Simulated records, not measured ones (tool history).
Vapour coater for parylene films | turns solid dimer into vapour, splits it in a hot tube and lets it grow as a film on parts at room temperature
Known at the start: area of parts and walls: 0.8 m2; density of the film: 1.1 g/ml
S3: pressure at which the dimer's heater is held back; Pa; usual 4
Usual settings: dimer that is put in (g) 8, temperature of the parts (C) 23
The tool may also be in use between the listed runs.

{"run": 1, "day": 0.0, "dimer that is put in (g)": 8, "temperature of the parts (C)": 23, "S3": 4, "thickness of the film (um)": 6.88}
{"run": 2, "day": 0.646, "dimer that is put in (g)": 8, "temperature of the parts (C)": 23, "S3": 4, "thickness of the film (um)": 6.83}
{"run": 3, "day": 1.508, "dimer that is put in (g)": 8, "temperature of the parts (C)": 23, "S3": 4, "thickness of the film (um)": 6.93}
{"run": 4, "day": 2.612, "dimer that is put in (g)": 8, "temperature of the parts (C)": 23, "S3": 4, "thickness of the film (um)": 6.85}
{"run": 5, "day": 3.371, "dimer that is put in (g)": 8, "temperature of the parts (C)": 23, "S3": 4, "thickness of the film (um)": 6.89}
{"run": 6, "day": 4.217, "dimer that is put in (g)": 8, "temperature of the parts (C)": 23, "S3": 4, "thickness of the film (um)": 6.83}
{"run": 7, "day": 5.254, "dimer that is put in (g)": 8, "temperature of the parts (C)": 19, "S3": 4, "thickness of the film (um)": 7.39}
{"run": 8, "day": 5.775, "dimer that is put in (g)": 8, "temperature of the parts (C)": 19, "S3": 4, "thickness of the film (um)": 7.53}
{"run": 9, "day": 6.971, "dimer that is put in (g)": 8, "temperature of the parts (C)": 23, "S3": 7.14, "thickness of the film (um)": 6.2}
{"run": 10, "day": 7.75, "dimer that is put in (g)": 3, "temperature of the parts (C)": 23, "S3": 4.96, "thickness of the film (um)": 2.46}
{"run": 11, "day": 8.767, "dimer that is put in (g)": 3, "temperature of the parts (C)": 23, "S3": 4.96, "thickness of the film (um)": 2.47}
{"run": 12, "day": 9.396, "dimer that is put in (g)": 3, "temperature of the parts (C)": 23, "S3": 4.96, "thickness of the film (um)": 2.43}
{"run": 13, "day": 10.292, "dimer that is put in (g)": 3, "temperature of the parts (C)": 23, "S3": 4.96, "thickness of the film (um)": 2.4}

Run 14 comes next. What will it give?
{"run": 14, "day": 11.067, "dimer that is put in (g)": 8, "temperature of the parts (C)": 23, "S3": 2.89, "thickness of the film (um)": "?"}

thickness of the film (um): 7.03
Without the tool's hidden state the same run would have given thickness of the film (um) 7.2.
